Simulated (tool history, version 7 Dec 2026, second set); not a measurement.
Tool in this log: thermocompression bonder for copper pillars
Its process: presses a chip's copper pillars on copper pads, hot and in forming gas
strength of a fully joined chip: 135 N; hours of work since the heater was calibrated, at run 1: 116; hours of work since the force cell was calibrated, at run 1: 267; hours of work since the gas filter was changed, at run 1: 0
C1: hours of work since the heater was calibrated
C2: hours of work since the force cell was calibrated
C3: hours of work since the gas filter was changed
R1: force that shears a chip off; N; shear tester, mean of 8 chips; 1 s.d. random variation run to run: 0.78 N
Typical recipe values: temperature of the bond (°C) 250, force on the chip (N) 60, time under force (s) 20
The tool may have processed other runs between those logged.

{"run": 1, "hour": 0.0, "temperature of the bond (°C)": 250, "force on the chip (N)": 60, "time under force (s)": 20, "C1": 116, "C2": 267, "C3": 0, "R1": 68.8}
{"run": 2, "hour": 16.4, "temperature of the bond (°C)": 250, "force on the chip (N)": 60, "time under force (s)": 20, "C1": 128, "C2": 279, "C3": 13, "R1": 67.4}
{"run": 3, "hour": 33.9, "temperature of the bond (°C)": 250, "force on the chip (N)": 60, "time under force (s)": 20, "C1": 142, "C2": 293, "C3": 26, "R1": 67.4}
{"run": 4, "hour": 52.3, "temperature of the bond (°C)": 250, "force on the chip (N)": 60, "time under force (s)": 20, "C1": 156, "C2": 307, "C3": 40, "R1": 67.2}
{"run": 5, "hour": 65.9, "temperature of the bond (°C)": 250, "force on the chip (N)": 60, "time under force (s)": 20, "C1": 167, "C2": 318, "C3": 51, "R1": 66.7}
{"run": 6, "hour": 81.7, "temperature of the bond (°C)": 250, "force on the chip (N)": 60, "time under force (s)": 20, "C1": 179, "C2": 330, "C3": 63, "R1": 65.2}
{"run": 7, "hour": 97.1, "temperature of the bond (°C)": 250, "force on the chip (N)": 60, "time under force (s)": 17, "C1": 191, "C2": 342, "C3": 75, "R1": 62.8}
{"run": 8, "hour": 115.0, "temperature of the bond (°C)": 250, "force on the chip (N)": 60, "time under force (s)": 17, "C1": 205, "C2": 356, "C3": 89, "R1": 62.1}
{"run": 9, "hour": 134.3, "temperature of the bond (°C)": 250, "force on the chip (N)": 60, "time under force (s)": 23, "C1": 220, "C2": 371, "C3": 104, "R1": 69.4}
{"run": 10, "hour": 149.2, "temperature of the bond (°C)": 226, "force on the chip (N)": 60, "time under force (s)": 20, "C1": 231, "C2": 382, "C3": 115, "R1": 47.5}
{"run": 11, "hour": 168.3, "temperature of the bond (°C)": 226, "force on the chip (N)": 60, "time under force (s)": 20, "C1": 246, "C2": 397, "C3": 130, "R1": 45.3}
{"run": 12, "hour": 182.5, "temperature of the bond (°C)": 250, "force on the chip (N)": 60, "time under force (s)": 20, "C1": 257, "C2": 408, "C3": 141, "R1": 65}
{"run": 13, "hour": 205.4, "temperature of the bond (°C)": 250, "force on the chip (N)": 52, "time under force (s)": 20, "C1": 274, "C2": 425, "C3": 159, "R1": 60.6}
{"run": 14, "hour": 221.0, "temperature of the bond (°C)": 250, "force on the chip (N)": 52, "time under force (s)": 20, "C1": 286, "C2": 437, "C3": 171, "R1": 58.9}
{"hour": 231.6, "done": "forming gas filter changed"}
{"run": 15, "hour": 243.6, "temperature of the bond (°C)": 250, "force on the chip (N)": 52, "time under force (s)": 20, "C1": 304, "C2": 455, "C3": 9, "R1": 66.1}
{"run": 16, "hour": 265.3, "temperature of the bond (°C)": 250, "force on the chip (N)": 52, "time under force (s)": 20, "C1": 320, "C2": 471, "C3": 26, "R1": 65.3}
{"run": 17, "hour": 286.6, "temperature of the bond (°C)": 250, "force on the chip (N)": 52, "time under force (s)": 20, "C1": 337, "C2": 488, "C3": 42, "R1": 65.4}
{"run": 18, "hour": 300.2, "temperature of the bond (°C)": 250, "force on the chip (N)": 60, "time under force (s)": 20, "C1": 347, "C2": 498, "C3": 53, "R1": 69.1}
{"run": 19, "hour": 316.3, "temperature of the bond (°C)": 250, "force on the chip (N)": 52, "time under force (s)": 20, "C1": 360, "C2": 511, "C3": 65, "R1": 65.5}
{"run": 20, "hour": 328.1, "temperature of the bond (°C)": 250, "force on the chip (N)": 52, "time under force (s)": 20, "C1": 369, "C2": 520, "C3": 75, "R1": 64.9}
{"run": 21, "hour": 338.4, "temperature of the bond (°C)": 250, "force on the chip (N)": 52, "time under force (s)": 11, "C1": 377, "C2": 528, "C3": 82, "R1": 52.4}
{"run": 22, "hour": 360.8, "temperature of the bond (°C)": 235, "force on the chip (N)": 61, "time under force (s)": 18, "C1": 394, "C2": 545, "C3": 100, "R1": 54.1}
{"run": 23, "hour": 378.6, "temperature of the bond (°C)": 258, "force on the chip (N)": 65, "time under force (s)": 45, "C1": 408, "C2": 559, "C3": 114, "R1": 94.3}
{"run": 24, "hour": 392.8, "temperature of the bond (°C)": 258, "force on the chip (N)": 65, "time under force (s)": 45, "C1": 419, "C2": 570, "C3": 124, "R1": 95.2}
{"hour": 395.8, "done": "heater calibrated with a thermocouple chip"}
{"run": 25, "hour": 417.9, "temperature of the bond (°C)": 243, "force on the chip (N)": 75, "time under force (s)": 13, "C1": 17, "C2": 588, "C3": 142, "R1": 64.1}
{"run": 26, "hour": 433.0, "temperature of the bond (°C)": 243, "force on the chip (N)": 76, "time under force (s)": 11, "C1": 29, "C2": 599, "C3": 154, "R1": 60.3}
{"run": 27, "hour": 451.8, "temperature of the bond (°C)": 222, "force on the chip (N)": 50, "time under force (s)": 11, "C1": 43, "C2": 614, "C3": 168, "R1": 35.6}
{"hour": 465.1, "done": "forming gas filter changed"}
{"run": 28, "hour": 473.9, "temperature of the bond (°C)": 222, "force on the chip (N)": 83, "time under force (s)": 11, "C1": 60, "C2": 631, "C3": 7, "R1": 51.8}
{"run": 29, "hour": 486.7, "temperature of the bond (°C)": 268, "force on the chip (N)": 39, "time under force (s)": 29, "C1": 70, "C2": 640, "C3": 17, "R1": 87.8}
{"hour": 499.7, "done": "heater calibrated with a thermocouple chip, once more"}
{"run": 30, "hour": 508.0, "temperature of the bond (°C)": 259, "force on the chip (N)": 68, "time under force (s)": 37, "C1": 6, "C2": 655, "C3": 32, "R1": 89.1}
{"run": 31, "hour": 530.8, "temperature of the bond (°C)": 257, "force on the chip (N)": 47, "time under force (s)": 38, "C1": 24, "C2": 673, "C3": 49, "R1": 74.1}
{"run": 32, "hour": 544.0, "temperature of the bond (°C)": 274, "force on the chip (N)": 50, "time under force (s)": 38, "C1": 34, "C2": 683, "C3": 59, "R1": 91.6}
{"run": 33, "hour": 562.1, "temperature of the bond (°C)": 241, "force on the chip (N)": 57, "time under force (s)": 14, "C1": 48, "C2": 697, "C3": 73, "R1": 45.4}
{"run": 34, "hour": 575.5, "temperature of the bond (°C)": 250, "force on the chip (N)": 74, "time under force (s)": 15, "C1": 59, "C2": 707, "C3": 84, "R1": 61.8}
{"run": 35, "hour": 598.7, "temperature of the bond (°C)": 250, "force on the chip (N)": 74, "time under force (s)": 15, "C1": 76, "C2": 725, "C3": 102, "R1": 61.9}
{"run": 36, "hour": 617.9, "temperature of the bond (°C)": 270, "force on the chip (N)": 60, "time under force (s)": 20, "C1": 91, "C2": 740, "C3": 116, "R1": 77}
{"run": 37, "hour": 638.0, "temperature of the bond (°C)": 270, "force on the chip (N)": 60, "time under force (s)": 20, "C1": 107, "C2": 756, "C3": 132, "R1": 76.5}
{"run": 38, "hour": 651.3, "temperature of the bond (°C)": 270, "force on the chip (N)": 60, "time under force (s)": 20, "C1": 117, "C2": 766, "C3": 142, "R1": 76.1}
{"run": 39, "hour": 661.9, "temperature of the bond (°C)": 270, "force on the chip (N)": 62, "time under force (s)": 43, "C1": 125, "C2": 774, "C3": 150, "R1": 95.1}

Table of differences, measured result less the result of that run with no hidden state. Run-to-run variation is the same in both. Gauge scatter possibly is not:
Unlogged tool condition in this case: true temperature of the bond over the reading, C; force that reaches the chip, % of what is set; oxide that the forming gas leaves, % of the face; drift of the gauge itself on shear_n, %.
run=1 R1=+2.5
run=2 R1=+2.3
run=3 R1=+2
run=4 R1=+1.8
run=5 R1=+1.5
run=6 R1=+1.2
run=7 R1=+1.1
run=8 R1=+0.9
run=9 R1=+0.3
run=10 R1=+1.1
run=11 R1=+0.8
run=12 R1=-0.5
run=13 R1=-0.6
run=14 R1=-1
run=15 R1=+5.3
run=16 R1=+4.9
run=17 R1=+4.7
run=18 R1=+4.5
run=19 R1=+4.2
run=20 R1=+4
run=21 R1=+3.6
run=22 R1=+3.8
run=23 R1=+1
run=24 R1=+0.5
run=25 R1=+7.9
run=26 R1=+7.4
run=27 R1=+6.2
run=28 R1=+12.3
run=29 R1=+13.1
run=30 R1=-3.4
run=31 R1=-3.6
run=32 R1=-4.4
run=33 R1=-2.6
run=34 R1=-3.7
run=35 R1=-4
run=36 R1=-5.5
run=37 R1=-5.9
run=38 R1=-6.2
run=39 R1=-8.3
